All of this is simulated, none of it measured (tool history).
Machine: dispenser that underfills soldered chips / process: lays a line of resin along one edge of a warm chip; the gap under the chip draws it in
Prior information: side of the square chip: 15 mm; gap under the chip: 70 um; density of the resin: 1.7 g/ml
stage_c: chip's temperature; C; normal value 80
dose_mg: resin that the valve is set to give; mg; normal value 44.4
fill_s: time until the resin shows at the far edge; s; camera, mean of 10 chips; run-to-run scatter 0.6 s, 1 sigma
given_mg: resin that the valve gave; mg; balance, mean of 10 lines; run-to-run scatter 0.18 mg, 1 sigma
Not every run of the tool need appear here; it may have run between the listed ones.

{"run": 1, "hour": 0.0, "stage_c": 80, "dose_mg": 44.4, "fill_s": 59.3, "given_mg": 41.55}
{"hour": 4.9, "done": "new syringe of resin"}
{"run": 2, "hour": 8.9, "stage_c": 80, "dose_mg": 44.4, "fill_s": 61.3, "given_mg": 41.35}
{"hour": 12.9, "done": "new syringe of resin"}
{"run": 3, "hour": 18.5, "stage_c": 80, "dose_mg": 43.7, "fill_s": 64.3, "given_mg": 40.63}
{"hour": 22.0, "done": "new syringe of resin"}
{"run": 4, "hour": 29.2, "stage_c": 80, "dose_mg": 46.5, "fill_s": 67.9, "given_mg": 42.79}
{"hour": 30.8, "done": "new syringe of resin"}
{"run": 5, "hour": 37.4, "stage_c": 81, "dose_mg": 46.5, "fill_s": 65, "given_mg": 42.55}
{"hour": 39.6, "done": "new syringe of resin"}
{"run": 6, "hour": 45.2, "stage_c": 81, "dose_mg": 46.5, "fill_s": 61.8, "given_mg": 42.53}
{"hour": 47.5, "done": "new syringe of resin"}
{"run": 7, "hour": 51.9, "stage_c": 81, "dose_mg": 46.5, "fill_s": 59.1, "given_mg": 42.8}
{"hour": 55.7, "done": "new syringe of resin"}
{"hour": 63.5, "done": "new syringe of resin"}
{"run": 8, "hour": 64.3, "stage_c": 83, "dose_mg": 44.4, "fill_s": 47.1, "given_mg": 40.08}
{"hour": 71.8, "done": "new syringe of resin"}
{"run": 9, "hour": 72.2, "stage_c": 83, "dose_mg": 44.4, "fill_s": 47.2, "given_mg": 40.17}
{"hour": 76.0, "done": "dispensing valve cleaned and set on the balance"}
{"run": 10, "hour": 79.7, "stage_c": 93, "dose_mg": 44.4, "fill_s": 42, "given_mg": 44.64}
{"hour": 80.7, "done": "new syringe of resin"}
{"hour": 88.8, "done": "new syringe of resin"}
{"run": 11, "hour": 91.4, "stage_c": 93, "dose_mg": 44.4, "fill_s": 34.7, "given_mg": 44.56}
{"hour": 97.0, "done": "new syringe of resin"}
{"run": 12, "hour": 103.6, "stage_c": 93, "dose_mg": 44.4, "fill_s": 41, "given_mg": 43.55}
{"hour": 105.0, "done": "new syringe of resin"}
{"run": 13, "hour": 112.1, "stage_c": 73, "dose_mg": 44.4, "fill_s": 89.4, "given_mg": 43.6}
{"hour": 113.4, "done": "new syringe of resin"}
{"hour": 121.8, "done": "new syringe of resin"}
{"run": 14, "hour": 125.5, "stage_c": 80, "dose_mg": 44.4, "fill_s": 58.9, "given_mg": 43.24}
{"hour": 130.1, "done": "new syringe of resin"}
{"hour": 138.0, "done": "new syringe of resin"}
{"run": 15, "hour": 139.4, "stage_c": 80, "dose_mg": 44.4, "fill_s": 53.8, "given_mg": 42.64}
{"hour": 145.8, "done": "new syringe of resin"}
{"run": 16, "hour": 150.1, "stage_c": 80, "dose_mg": 39.9, "fill_s": 60.8, "given_mg": 38.37}
{"hour": 154.1, "done": "new syringe of resin"}
{"hour": 161.9, "done": "new syringe of resin"}
{"run": 17, "hour": 164.7, "stage_c": 80, "dose_mg": 39.9, "fill_s": 56.8, "given_mg": 38.05}
{"hour": 170.1, "done": "new syringe of resin"}
{"hour": 178.1, "done": "new syringe of resin"}
{"run": 18, "hour": 178.1, "stage_c": 79, "dose_mg": 54, "fill_s": 51.4, "given_mg": 51.22}
{"run": 19, "hour": 184.5, "stage_c": 66, "dose_mg": 43.8, "fill_s": 116.2, "given_mg": 41.41}
{"hour": 186.8, "done": "new syringe of resin"}
{"run": 20, "hour": 192.1, "stage_c": 66, "dose_mg": 43.8, "fill_s": 110.1, "given_mg": 41.29}
{"hour": 195.5, "done": "new syringe of resin"}
{"hour": 204.3, "done": "new syringe of resin"}
{"run": 21, "hour": 205.8, "stage_c": 70, "dose_mg": 49, "fill_s": 78.7, "given_mg": 45.19}
{"hour": 212.6, "done": "new syringe of resin"}
{"run": 22, "hour": 219.8, "stage_c": 70, "dose_mg": 49, "fill_s": 102, "given_mg": 44.93}
{"hour": 220.8, "done": "new syringe of resin"}
{"hour": 228.7, "done": "new syringe of resin"}
{"run": 23, "hour": 230.9, "stage_c": 78, "dose_mg": 42.3, "fill_s": 59.8, "given_mg": 38.59}
{"hour": 237.0, "done": "new syringe of resin"}
{"run": 24, "hour": 237.6, "stage_c": 78, "dose_mg": 42.3, "fill_s": 58, "given_mg": 38.62}
{"hour": 245.6, "done": "new syringe of resin"}
{"run": 25, "hour": 246.0, "stage_c": 78, "dose_mg": 42.3, "fill_s": 55.1, "given_mg": 38.24}
{"hour": 253.6, "done": "new syringe of resin"}
{"run": 26, "hour": 254.4, "stage_c": 71, "dose_mg": 45.2, "fill_s": 74.6, "given_mg": 40.63}
{"hour": 262.1, "done": "new syringe of resin"}
{"hour": 263.1, "done": "dispensing valve cleaned and set on the balance"}
{"run": 27, "hour": 269.3, "stage_c": 77, "dose_mg": 55.8, "fill_s": 73.2, "given_mg": 55.53}
{"hour": 271.8, "done": "new syringe of resin"}
{"hour": 279.9, "done": "new syringe of resin"}
{"run": 28, "hour": 281.8, "stage_c": 77, "dose_mg": 55.8, "fill_s": 60.7, "given_mg": 55.55}
{"hour": 288.0, "done": "new syringe of resin"}
{"run": 29, "hour": 295.2, "stage_c": 71, "dose_mg": 53.4, "fill_s": 95.6, "given_mg": 52.88}
{"hour": 296.8, "done": "new syringe of resin"}
{"run": 30, "hour": 304.2, "stage_c": 70, "dose_mg": 43.7, "fill_s": 103.4, "given_mg": 43.11}
{"hour": 305.1, "done": "new syringe of resin"}
{"hour": 313.8, "done": "new syringe of resin"}
{"run": 31, "hour": 314.4, "stage_c": 69, "dose_mg": 49.1, "fill_s": 78.4, "given_mg": 48.12}
{"hour": 321.7, "done": "new syringe of resin"}
{"run": 32, "hour": 322.7, "stage_c": 69, "dose_mg": 49.1, "fill_s": 79.1, "given_mg": 47.92}
{"hour": 330.2, "done": "new syringe of resin"}
{"run": 33, "hour": 332.1, "stage_c": 72, "dose_mg": 42, "fill_s": 75, "given_mg": 40.58}

What would each run have given without the hidden state, its run-to-run variation left as it was?
The tool's hidden condition here consists of: resin's viscosity, % of fresh resin's; dose that the valve gives, % of what is set; true chip temperature over the reading, C; drift of the gauge itself on fill_s, %; drift of the gauge itself on given_mg, %.
run=1 fill_s=51.6 given_mg=44.23
run=2 fill_s=52.4 given_mg=44.23
run=3 fill_s=52 given_mg=43.72
run=4 fill_s=51 given_mg=46.32
run=5 fill_s=50.5 given_mg=46.28
run=6 fill_s=49.4 given_mg=46.48
run=7 fill_s=49.7 given_mg=46.93
run=8 fill_s=45.5 given_mg=44.25
run=9 fill_s=45.7 given_mg=44.58
run=10 fill_s=31.6 given_mg=44.69
run=11 fill_s=31.8 given_mg=44.85
run=12 fill_s=31.1 given_mg=44.14
run=13 fill_s=69.2 given_mg=44.41
run=14 fill_s=52.6 given_mg=44.39
run=15 fill_s=52.6 given_mg=44.11
run=16 fill_s=52.5 given_mg=39.94
run=17 fill_s=52.6 given_mg=39.94
run=18 fill_s=52.3 given_mg=54.21
run=19 fill_s=90.7 given_mg=43.99
run=20 fill_s=91.8 given_mg=44.05
run=21 fill_s=77.1 given_mg=48.59
run=22 fill_s=77.2 given_mg=48.74
run=23 fill_s=55.9 given_mg=42.11
run=24 fill_s=57.7 given_mg=42.31
run=25 fill_s=55.6 given_mg=42.11
run=26 fill_s=74.1 given_mg=44.96
run=27 fill_s=58.4 given_mg=55.35
run=28 fill_s=58.2 given_mg=55.77
run=29 fill_s=73.8 given_mg=53.5
run=30 fill_s=78.5 given_mg=43.81
run=31 fill_s=80.9 given_mg=49.19
run=32 fill_s=79.8 given_mg=49.21
run=33 fill_s=72.5 given_mg=41.9
